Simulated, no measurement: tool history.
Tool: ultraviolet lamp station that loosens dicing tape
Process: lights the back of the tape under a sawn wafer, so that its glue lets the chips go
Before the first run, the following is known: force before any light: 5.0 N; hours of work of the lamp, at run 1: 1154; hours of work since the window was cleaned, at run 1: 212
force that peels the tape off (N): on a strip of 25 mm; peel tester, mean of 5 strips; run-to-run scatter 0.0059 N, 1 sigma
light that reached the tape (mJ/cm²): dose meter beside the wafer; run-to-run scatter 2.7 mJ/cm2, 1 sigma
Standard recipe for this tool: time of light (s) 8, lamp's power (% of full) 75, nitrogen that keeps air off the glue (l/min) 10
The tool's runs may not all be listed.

| run | hour | time of light (s) | lamp's power (% of full) | nitrogen that keeps air off the glue (l/min) | hours of work of the lamp | hours of work since the window was cleaned | force that peels the tape off (N) | light that reached the tape (mJ/cm²) |
|---|---|---|---|---|---|---|---|---|
| 1 | 0.0 | 8 | 75 | 10 | 1154 | 212 | 0.335 | 279 |
| 2 | 68.1 | 8 | 75 | 5 | 1185 | 244 | 0.663 | 271 |
| 3 | 120.0 | 8 | 75 | 5 | 1209 | 268 | 0.655 | 272 |
| 4 | 151.3 | 8 | 75 | 3 | 1224 | 282 | 1.033 | 270 |
| 5 | 194.8 | 4 | 75 | 3 | 1244 | 302 | 2.199 | 133 |
| 6 | 233.6 | 4 | 75 | 3 | 1262 | 320 | 2.258 | 127 |
| 7 | 275.8 | 4 | 75 | 3 | 1281 | 339 | 2.306 | 131 |
| 8 | 319.2 | 8 | 75 | 10 | 1301 | 360 | 0.384 | 258 |
| 9 | 377.3 | 12 | 75 | 10 | 1328 | 386 | 0.145 | 386 |
| 10 | 432.2 | 8 | 75 | 10 | 1353 | 412 | 0.422 | 249 |
| 11 | 468.6 | 8 | 75 | 10 | 1370 | 429 | 0.427 | 248 |
| 12 | 503.1 | 8 | 75 | 10 | 1386 | 445 | 0.419 | 246 |
| 13 | 536.1 | 15 | 75 | 10 | 1401 | 460 | 0.099 | 457 |
| 14 | 588.2 | 15 | 75 | 10 | 1425 | 484 | 0.106 | 453 |
|  | 648.5 | window cleaned of glue's vapour |
| 15 | 648.5 | 15 | 75 | 10 | 1453 | 0 | 0.068 | 523 |
| 16 | 692.5 | 15 | 75 | 10 | 1473 | 20 | 0.073 | 518 |
| 17 | 726.5 | 5 | 75 | 10 | 1489 | 36 | 0.878 | 168 |
| 18 | 797.9 | 5 | 75 | 10 | 1522 | 69 | 0.928 | 169 |
| 19 | 836.4 | 5 | 75 | 18 | 1540 | 87 | 0.619 | 167 |
| 20 | 898.3 | 8 | 75 | 10 | 1568 | 115 | 0.364 | 261 |
| 21 | 960.0 | 8 | 75 | 10 | 1597 | 144 | 0.383 | 261 |

Run 22 is up next; what results do you expect?
| 22 | 1022.4 | 8 | 84 | 5 | 1626 | 173 | ? | ? |

force that peels the tape off (N): 0.618
light that reached the tape (mJ/cm²): 287
Minus the tool's unlogged condition, the same run would have read force that peels the tape off (N) 0.267, light that reached the tape (mJ/cm²) 416.
